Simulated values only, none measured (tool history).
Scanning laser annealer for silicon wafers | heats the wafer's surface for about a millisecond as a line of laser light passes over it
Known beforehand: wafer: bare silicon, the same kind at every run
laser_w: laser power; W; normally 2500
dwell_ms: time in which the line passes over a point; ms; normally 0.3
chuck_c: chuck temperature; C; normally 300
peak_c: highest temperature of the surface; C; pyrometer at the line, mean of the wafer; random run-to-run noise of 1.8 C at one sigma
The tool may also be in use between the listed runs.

run   hour  laser_w  dwell_ms  chuck_c  peak_c
  1      0     2500       0.3      300    1018
  2   29.7     2589       0.3      300    1049
  3   46.6     2500       0.3      300    1018
  4   78.4     2500       0.3      300    1019
  5   99.8     2500       0.3      300    1015
  6  129.5     2500     0.286      264     963
  7  155.6     2500     0.226      276     892
  8  186.4     2217     0.331      270     923
  9  216.4     2500     0.272      273     956
 10  231.3     2229       0.3      300     927

4 ways to go on from here, each from the tool as it stands after run 10. What would each give?
  A   256     2168      0.35      321       ?
  B   256     2546       0.3      287       ?
  C   256     2129       0.3      300       ?
  D   256     2356     0.223      300       ?

run  peak_c
  A     974
  B    1020
  C     889
  D     869
What these runs would have given with no unlogged condition in the tool:
run  peak_c
  A     975
  B    1022
  C     890
  D     871
